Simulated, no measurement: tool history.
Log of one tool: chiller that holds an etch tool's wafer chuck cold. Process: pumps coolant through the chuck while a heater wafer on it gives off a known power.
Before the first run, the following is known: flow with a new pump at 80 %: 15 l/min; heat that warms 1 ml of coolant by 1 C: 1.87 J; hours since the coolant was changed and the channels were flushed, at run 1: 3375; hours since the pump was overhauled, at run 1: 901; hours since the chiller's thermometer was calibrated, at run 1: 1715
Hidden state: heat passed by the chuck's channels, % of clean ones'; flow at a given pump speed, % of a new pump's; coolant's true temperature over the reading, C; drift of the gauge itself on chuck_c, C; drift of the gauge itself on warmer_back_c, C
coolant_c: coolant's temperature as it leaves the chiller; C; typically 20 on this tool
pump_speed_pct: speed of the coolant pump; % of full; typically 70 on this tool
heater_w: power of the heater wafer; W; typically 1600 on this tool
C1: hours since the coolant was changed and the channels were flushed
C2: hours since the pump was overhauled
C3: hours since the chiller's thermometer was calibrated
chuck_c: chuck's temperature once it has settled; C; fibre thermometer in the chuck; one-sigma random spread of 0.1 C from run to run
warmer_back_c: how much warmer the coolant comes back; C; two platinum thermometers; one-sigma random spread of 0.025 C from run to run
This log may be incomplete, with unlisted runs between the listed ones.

{"run": 1, "hour": 0.0, "coolant_c": 20, "pump_speed_pct": 70, "heater_w": 1600, "C1": 3375, "C2": 901, "C3": 1715, "chuck_c": 34.9, "warmer_back_c": 3.97}
{"run": 2, "hour": 29.8, "coolant_c": 20, "pump_speed_pct": 70, "heater_w": 1600, "C1": 3404, "C2": 931, "C3": 1744, "chuck_c": 35.1, "warmer_back_c": 3.97}
{"run": 3, "hour": 68.0, "coolant_c": 20, "pump_speed_pct": 70, "heater_w": 1600, "C1": 3443, "C2": 969, "C3": 1783, "chuck_c": 35.1, "warmer_back_c": 3.98}
{"run": 4, "hour": 104.9, "coolant_c": 20, "pump_speed_pct": 70, "heater_w": 1600, "C1": 3479, "C2": 1006, "C3": 1820, "chuck_c": 35.1, "warmer_back_c": 3.94}
{"run": 5, "hour": 129.7, "coolant_c": 20, "pump_speed_pct": 70, "heater_w": 1310, "C1": 3504, "C2": 1030, "C3": 1844, "chuck_c": 32.3, "warmer_back_c": 3.22}
{"run": 6, "hour": 161.7, "coolant_c": 20, "pump_speed_pct": 70, "heater_w": 1310, "C1": 3536, "C2": 1063, "C3": 1876, "chuck_c": 32.3, "warmer_back_c": 3.19}
{"run": 7, "hour": 188.8, "coolant_c": 20, "pump_speed_pct": 70, "heater_w": 1310, "C1": 3563, "C2": 1090, "C3": 1903, "chuck_c": 32.2, "warmer_back_c": 3.2}
{"run": 8, "hour": 232.3, "coolant_c": 20, "pump_speed_pct": 70, "heater_w": 1310, "C1": 3607, "C2": 1133, "C3": 1947, "chuck_c": 32.3, "warmer_back_c": 3.11}
{"run": 9, "hour": 273.6, "coolant_c": 20, "pump_speed_pct": 70, "heater_w": 1310, "C1": 3648, "C2": 1174, "C3": 1988, "chuck_c": 32.3, "warmer_back_c": 3.12}
{"run": 10, "hour": 309.6, "coolant_c": 20, "pump_speed_pct": 70, "heater_w": 1310, "C1": 3684, "C2": 1210, "C3": 2024, "chuck_c": 32.2, "warmer_back_c": 3.06}
{"run": 11, "hour": 353.2, "coolant_c": 20, "pump_speed_pct": 70, "heater_w": 1310, "C1": 3728, "C2": 1254, "C3": 2068, "chuck_c": 32.1, "warmer_back_c": 3.11}
{"run": 12, "hour": 385.2, "coolant_c": 20, "pump_speed_pct": 70, "heater_w": 1310, "C1": 3760, "C2": 1286, "C3": 2100, "chuck_c": 32.2, "warmer_back_c": 3.03}
{"run": 13, "hour": 406.4, "coolant_c": 20, "pump_speed_pct": 70, "heater_w": 1310, "C1": 3781, "C2": 1307, "C3": 2121, "chuck_c": 32.4, "warmer_back_c": 3.02}
{"hour": 418.4, "done": "gauge calibrated"}
{"run": 14, "hour": 432.8, "coolant_c": 20, "pump_speed_pct": 70, "heater_w": 1310, "C1": 3807, "C2": 1334, "C3": 2147, "chuck_c": 32.2, "warmer_back_c": 3.27}
{"run": 15, "hour": 455.8, "coolant_c": 20, "pump_speed_pct": 70, "heater_w": 1600, "C1": 3830, "C2": 1357, "C3": 2170, "chuck_c": 35, "warmer_back_c": 3.91}
{"run": 16, "hour": 490.1, "coolant_c": 20, "pump_speed_pct": 70, "heater_w": 1339, "C1": 3865, "C2": 1391, "C3": 2205, "chuck_c": 32.8, "warmer_back_c": 3.27}
{"run": 17, "hour": 522.4, "coolant_c": 20, "pump_speed_pct": 70, "heater_w": 1339, "C1": 3897, "C2": 1423, "C3": 2237, "chuck_c": 32.7, "warmer_back_c": 3.27}
{"run": 18, "hour": 557.3, "coolant_c": 19, "pump_speed_pct": 66, "heater_w": 1600, "C1": 3932, "C2": 1458, "C3": 2272, "chuck_c": 34.5, "warmer_back_c": 4.21}
{"run": 19, "hour": 585.4, "coolant_c": 20, "pump_speed_pct": 78, "heater_w": 1895, "C1": 3960, "C2": 1486, "C3": 2300, "chuck_c": 36.5, "warmer_back_c": 4.12}
{"run": 20, "hour": 609.9, "coolant_c": 21, "pump_speed_pct": 81, "heater_w": 1042, "C1": 3985, "C2": 1511, "C3": 2325, "chuck_c": 29.8, "warmer_back_c": 2.15}
{"run": 21, "hour": 637.6, "coolant_c": 21, "pump_speed_pct": 81, "heater_w": 1042, "C1": 4012, "C2": 1538, "C3": 2352, "chuck_c": 30, "warmer_back_c": 2.09}
{"run": 22, "hour": 655.8, "coolant_c": 20, "pump_speed_pct": 67, "heater_w": 1523, "C1": 4030, "C2": 1557, "C3": 2370, "chuck_c": 34.9, "warmer_back_c": 3.83}
{"run": 23, "hour": 697.2, "coolant_c": 20, "pump_speed_pct": 73, "heater_w": 1600, "C1": 4072, "C2": 1598, "C3": 2412, "chuck_c": 34.7, "warmer_back_c": 3.64}
{"hour": 707.3, "done": "chiller's thermometer calibrated"}
{"run": 24, "hour": 728.6, "coolant_c": 17, "pump_speed_pct": 73, "heater_w": 1604, "C1": 4102, "C2": 1628, "C3": 21, "chuck_c": 31.6, "warmer_back_c": 3.61}
{"run": 25, "hour": 769.1, "coolant_c": 13, "pump_speed_pct": 78, "heater_w": 1604, "C1": 4143, "C2": 1669, "C3": 62, "chuck_c": 27.2, "warmer_back_c": 3.33}
{"run": 26, "hour": 790.7, "coolant_c": 18, "pump_speed_pct": 70, "heater_w": 1254, "C1": 4164, "C2": 1691, "C3": 83, "chuck_c": 29.9, "warmer_back_c": 2.91}
{"run": 27, "hour": 834.5, "coolant_c": 14, "pump_speed_pct": 94, "heater_w": 1611, "C1": 4208, "C2": 1734, "C3": 127, "chuck_c": 26.6, "warmer_back_c": 2.66}
{"run": 28, "hour": 865.3, "coolant_c": 20, "pump_speed_pct": 62, "heater_w": 1600, "C1": 4239, "C2": 1765, "C3": 158, "chuck_c": 36.3, "warmer_back_c": 4.33}
{"run": 29, "hour": 905.2, "coolant_c": 21, "pump_speed_pct": 78, "heater_w": 1600, "C1": 4279, "C2": 1805, "C3": 198, "chuck_c": 35, "warmer_back_c": 3.23}
{"run": 30, "hour": 946.0, "coolant_c": 11, "pump_speed_pct": 94, "heater_w": 1600, "C1": 4320, "C2": 1846, "C3": 239, "chuck_c": 23.3, "warmer_back_c": 2.57}
{"run": 31, "hour": 987.0, "coolant_c": 11, "pump_speed_pct": 67, "heater_w": 1117, "C1": 4361, "C2": 1887, "C3": 280, "chuck_c": 21.8, "warmer_back_c": 2.54}
{"hour": 996.6, "done": "gauge calibrated"}
{"run": 32, "hour": 1013.6, "coolant_c": 12, "pump_speed_pct": 90, "heater_w": 1441, "C1": 4387, "C2": 1913, "C3": 306, "chuck_c": 23.8, "warmer_back_c": 2.68}
{"run": 33, "hour": 1041.0, "coolant_c": 20, "pump_speed_pct": 91, "heater_w": 1182, "C1": 4415, "C2": 1941, "C3": 334, "chuck_c": 29.3, "warmer_back_c": 2.17}

The logged runs with the hidden state left out (each run's random variation unchanged):
run=1 warmer_back_c=3.97
run=2 warmer_back_c=3.99
run=3 warmer_back_c=4.02
run=4 warmer_back_c=4
run=5 warmer_back_c=3.3
run=6 warmer_back_c=3.28
run=7 warmer_back_c=3.31
run=8 warmer_back_c=3.24
run=9 warmer_back_c=3.27
run=10 warmer_back_c=3.24
run=11 warmer_back_c=3.31
run=12 warmer_back_c=3.25
run=13 warmer_back_c=3.26
run=14 warmer_back_c=3.28
run=15 warmer_back_c=3.93
run=16 warmer_back_c=3.31
run=17 warmer_back_c=3.33
run=18 warmer_back_c=4.29
run=19 warmer_back_c=4.21
run=20 warmer_back_c=2.26
run=21 warmer_back_c=2.21
run=22 warmer_back_c=3.96
run=23 warmer_back_c=3.8
run=24 warmer_back_c=3.79
run=25 warmer_back_c=3.53
run=26 warmer_back_c=3.12
run=27 warmer_back_c=2.9
run=28 warmer_back_c=4.58
run=29 warmer_back_c=3.51
run=30 warmer_back_c=2.87
run=31 warmer_back_c=2.87
run=32 warmer_back_c=2.69
run=33 warmer_back_c=2.2
chuck_c: at most 0.1 C away from the measurement, every run.
